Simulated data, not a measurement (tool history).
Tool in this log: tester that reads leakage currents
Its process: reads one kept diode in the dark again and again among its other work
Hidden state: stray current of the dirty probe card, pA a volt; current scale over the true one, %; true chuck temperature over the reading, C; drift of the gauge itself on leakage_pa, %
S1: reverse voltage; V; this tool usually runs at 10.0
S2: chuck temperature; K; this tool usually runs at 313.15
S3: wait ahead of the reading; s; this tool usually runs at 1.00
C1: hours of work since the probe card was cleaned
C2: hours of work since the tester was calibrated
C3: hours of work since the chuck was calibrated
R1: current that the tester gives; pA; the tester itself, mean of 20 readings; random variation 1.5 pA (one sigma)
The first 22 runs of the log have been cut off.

run 23 day=99.604 | S1=10.0 S2=323.15 S3=1.00 | C1=618 C2=1766 C3=1884 | R1=999.25
run 24 day=102.862 | S1=11.2 S2=323.15 S3=1.00 | C1=665 C2=1813 C3=1931 | R1=1053.61
run 25 day=106.521 | S1=11.2 S2=323.15 S3=1.00 | C1=718 C2=1865 C3=1984 | R1=1051.27
run 26 day=110.592 | S1=3.5 S2=316.15 S3=1.00 | C1=777 C2=1924 C3=2043 | R1=386.55
run 27 day=116.304 | S1=14.5 S2=333.15 S3=0.71 | C1=859 C2=2006 C3=2125 | R1=2286.55
run 28 day=119.750 | S1=14.5 S2=333.15 S3=0.71 | C1=909 C2=2056 C3=2175 | R1=2273.91
run 29 day=124.404 | S1=10.9 S2=294.15 S3=0.33 | C1=976 C2=2123 C3=2242 | R1=124.48
run 30 day=129.638 | S1=3.6 S2=327.15 S3=0.33 | C1=1051 C2=2198 C3=2317 | R1=827.54
-- day=130.038 chuck's temperature calibrated
run 31 day=135.408 | S1=3.6 S2=327.15 S3=0.33 | C1=1133 C2=2280 C3=77 | R1=835.68
-- day=136.329 probe card cleaned and baked
run 32 day=138.821 | S1=1.9 S2=302.15 S3=1.78 | C1=36 C2=2328 C3=125 | R1=103.97
-- day=143.971 tester calibrated
run 33 day=144.662 | S1=1.1 S2=308.15 S3=0.31 | C1=119 C2=10 C3=208 | R1=129.98
run 34 day=151.558 | S1=3.1 S2=329.15 S3=1.00 | C1=218 C2=109 C3=307 | R1=892.10
run 35 day=155.025 | S1=3.1 S2=305.15 S3=2.01 | C1=268 C2=159 C3=357 | R1=163.27
run 36 day=159.979 | S1=9.9 S2=306.15 S3=2.01 | C1=339 C2=231 C3=428 | R1=294.90
run 37 day=162.900 | S1=9.9 S2=306.15 S3=2.01 | C1=382 C2=273 C3=470 | R1=293.33
run 38 day=167.008 | S1=1.3 S2=307.15 S3=0.43 | C1=441 C2=332 C3=530 | R1=128.87
run 39 day=169.858 | S1=8.6 S2=312.15 S3=0.61 | C1=482 C2=373 C3=571 | R1=431.60

Each row is a separate what-if for the run after 39, all from the same tool condition, not one after another. Results?
run A day=176.067 | S1=8.6 S2=295.15 S3=8.43 | C1=571 C2=462 C3=660 | R1=?
run B day=176.067 | S1=7.7 S2=313.15 S3=1.00 | C1=571 C2=462 C3=660 | R1=?
run C day=176.067 | S1=2.5 S2=313.15 S3=1.00 | C1=571 C2=462 C3=660 | R1=?

run=A R1=116.48
run=B R1=443.71
run=C R1=269.89
Had the tool no hidden state, the same runs would have come out as:
run=A R1=116.50
run=B R1=443.91
run=C R1=270.03
